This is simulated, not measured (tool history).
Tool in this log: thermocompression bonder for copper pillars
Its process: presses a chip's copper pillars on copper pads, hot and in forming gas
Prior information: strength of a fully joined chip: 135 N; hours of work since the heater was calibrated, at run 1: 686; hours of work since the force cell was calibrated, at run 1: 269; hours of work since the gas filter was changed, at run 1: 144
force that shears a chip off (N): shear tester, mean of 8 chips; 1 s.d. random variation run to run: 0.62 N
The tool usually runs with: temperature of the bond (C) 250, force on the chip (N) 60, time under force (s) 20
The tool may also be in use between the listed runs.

run	day	temperature of the bond (C)	force on the chip (N)	time under force (s)	hours of work since the heater was calibrated	hours of work since the force cell was calibrated	hours of work since the gas filter was changed	force that shears a chip off (N)
1	0	250	60	20	686	269	144	88.4
2	1.625	250	60	20	707	290	165	89.2
3	2.429	250	60	12	717	301	175	76
4	3.258	250	60	12	728	311	186	75.5
5	4.392	250	60	20	743	326	201	88.2
6	5.258	250	60	20	754	337	212	87
7	6.6	250	60	20	771	355	229	88.7
8	7.296	250	60	20	780	364	238	88.4
9	8.646	250	60	20	798	381	256	87.8
# day 9.238: forming gas filter changed
10	10.025	250	60	20	816	399	10	89.7
11	11.1	250	60	20	829	413	24	89.8
12	12.208	250	60	20	844	427	38	89.9
13	13.921	250	60	20	866	449	61	88.6
# day 14.129: force cell calibrated
14	15.15	250	60	20	881	13	76	88.8
15	16.442	250	60	20	898	30	93	90.1
16	17.562	250	60	20	912	44	107	90.1
17	18.258	271	59	19	921	53	116	104.5
# day 19.096: force cell calibrated, once more
18	19.096	250	42	20	931	0	126	79.6
19	20.496	236	48	59	950	18	144	95.1
20	21.421	250	67	11	962	30	156	78.2
21	22.996	223	67	48	982	51	177	88.1
22	24.233	223	67	48	998	67	193	88
23	25.921	223	38	34	1020	88	215	62.9
24	27.538	223	38	34	1041	109	235	62.9
25	28.262	250	63	20	1050	119	245	89.6
26	29.358	250	58	20	1064	133	259	88.1
# day 29.754: forming gas filter changed
27	30.783	250	37	20	1083	151	13	77.2
28	31.475	250	37	20	1092	160	22	77.7

How the hidden state differs across the entries between the runs, from the last listed run before each to the first after it:
Between runs 9 and 10: forming gas filter changed (day 9.238)
  true temperature of the bond over the reading, C: 5 -> 5.1; oxide that the forming gas leaves, % of the face: 3.11 -> 0.74
  measured value less the no-hidden-state value, force that shears a chip off (N): +2.2 -> +4.4
Between runs 13 and 14: force cell calibrated (day 14.129)
  force that reaches the chip, % of what is set: 99.1 -> 98.8; oxide that the forming gas leaves, % of the face: 1.3 -> 1.46
  measured value less the no-hidden-state value, force that shears a chip off (N): +4 -> +3.9
Between runs 17 and 18: force cell calibrated, once more (day 19.096)
  force that reaches the chip, % of what is set: 98.7 -> 99.6; oxide that the forming gas leaves, % of the face: 1.92 -> 2.03
  measured value less the no-hidden-state value, force that shears a chip off (N): +2.7 -> +4.1
Between runs 26 and 27: forming gas filter changed (day 29.754)
  true temperature of the bond over the reading, C: 6.5 -> 6.6; oxide that the forming gas leaves, % of the face: 3.43 -> 0.68
  measured value less the no-hidden-state value, force that shears a chip off (N): +3.4 -> +5.8
